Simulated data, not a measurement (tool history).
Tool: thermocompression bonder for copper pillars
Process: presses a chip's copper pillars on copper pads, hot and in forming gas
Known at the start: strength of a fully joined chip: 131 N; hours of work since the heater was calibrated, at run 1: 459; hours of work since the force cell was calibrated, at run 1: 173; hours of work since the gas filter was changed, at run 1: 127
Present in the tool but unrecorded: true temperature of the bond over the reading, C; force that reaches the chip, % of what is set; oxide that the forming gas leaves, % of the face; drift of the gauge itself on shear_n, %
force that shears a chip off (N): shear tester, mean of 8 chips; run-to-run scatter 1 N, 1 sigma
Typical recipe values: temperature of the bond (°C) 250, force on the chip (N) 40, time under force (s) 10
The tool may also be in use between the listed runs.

run   hour  temperature of the bond (°C)  force on the chip (N)  time under force (s)  hours of work since the heater was calibrated  hours of work since the force cell was calibrated  hours of work since the gas filter was changed  force that shears a chip off (N)
  1    0.0                           250                     40                    10                                            459                                                173                                             127                              89.4
  2    6.0                           250                     40                    10                                            463                                                177                                             131                              88.5
  3   13.1                           250                     40                    10                                            468                                                182                                             136                              90.0
  4   21.4                           250                     33                    10                                            474                                                188                                             142                              81.1
  5   29.4                           250                     40                    10                                            480                                                194                                             148                              89.0
  6   37.6                           250                     40                    10                                            486                                                199                                             153                              88.9
  7   45.8                           250                     40                    10                                            491                                                205                                             159                              89.7
  8   54.7                           250                     40                    10                                            498                                                211                                             165                              89.3
  9   60.9                           250                     40                    10                                            502                                                216                                             170                              88.5
 10   70.6                           250                     40                    10                                            509                                                223                                             176                              89.3
 11   75.4                           250                     40                    10                                            512                                                226                                             180                              89.6
 12   80.3                           250                     40                    10                                            516                                                229                                             183                              89.9
 13   88.7                           250                     40                    10                                            521                                                235                                             189                              88.6
 14   97.7                           250                     40                    10                                            528                                                242                                             195                              89.7
 15  103.7                           250                     40                    10                                            532                                                246                                             200                              87.9
 16  113.0                           250                     40                    10                                            539                                                252                                             206                              89.3
 17  119.6                           250                     40                    10                                            543                                                257                                             211                              88.0
 18  124.6                           250                     40                    14                                            547                                                261                                             214                              96.8
 19  132.0                           250                     40                    14                                            552                                                266                                             220                              97.7
 20  137.7                           231                     36                     8                                            556                                                270                                             224                              57.7
 21  144.0                           258                     40                     7                                            560                                                274                                             228                              89.3
     149.7  -- heater calibrated with a thermocouple chip
 22  152.6                           258                     40                     6                                              2                                                279                                             233                              87.3
 23  159.3                           237                     55                    10                                              7                                                284                                             237                              87.9
 24  168.1                           263                     26                    14                                             13                                                290                                             244                              95.1
 25  173.4                           250                     40                    23                                             17                                                293                                             247                             105.6
 26  177.9                           250                     28                    20                                             20                                                297                                             250                              91.1
 27  182.2                           250                     28                    20                                             23                                                300                                             254                              92.9
 28  189.8                           250                     52                    22                                             28                                                305                                             259                             115.2
 29  197.2                           250                     52                    22                                             33                                                310                                             264                             116.8
 30  207.0                           250                     45                    25                                             40                                                317                                             271                             111.2
 31  211.3                           243                     45                    25                                             43                                                320                                             274                             107.8
 32  216.5                           275                     45                     9                                             47                                                324                                             278                             115.2
 33  225.2                           275                     45                     9                                             53                                                330                                             284                             112.9
     232.5  -- forming gas filter changed
 34  233.1                           246                     36                    19                                             58                                                335                                               0                              97.3
 35  241.7                           233                     40                    14                                             64                                                341                                               6                              79.3
 36  248.0                           238                     42                    10                                             69                                                346                                              11                              77.7

Describe how what the log doesn't record of the tool's condition differs between the last listed run preceding each entry between runs and the first listed run following it.
Logged between run 21 and run 22: heater calibrated with a thermocouple chip (hour 149.7)
  true temperature of the bond over the reading, C: -0.3 -> 0; oxide that the forming gas leaves, % of the face: 0.62 -> 0.63
Logged between run 33 and run 34: forming gas filter changed (hour 232.5)
  oxide that the forming gas leaves, % of the face: 0.65 -> 0.5
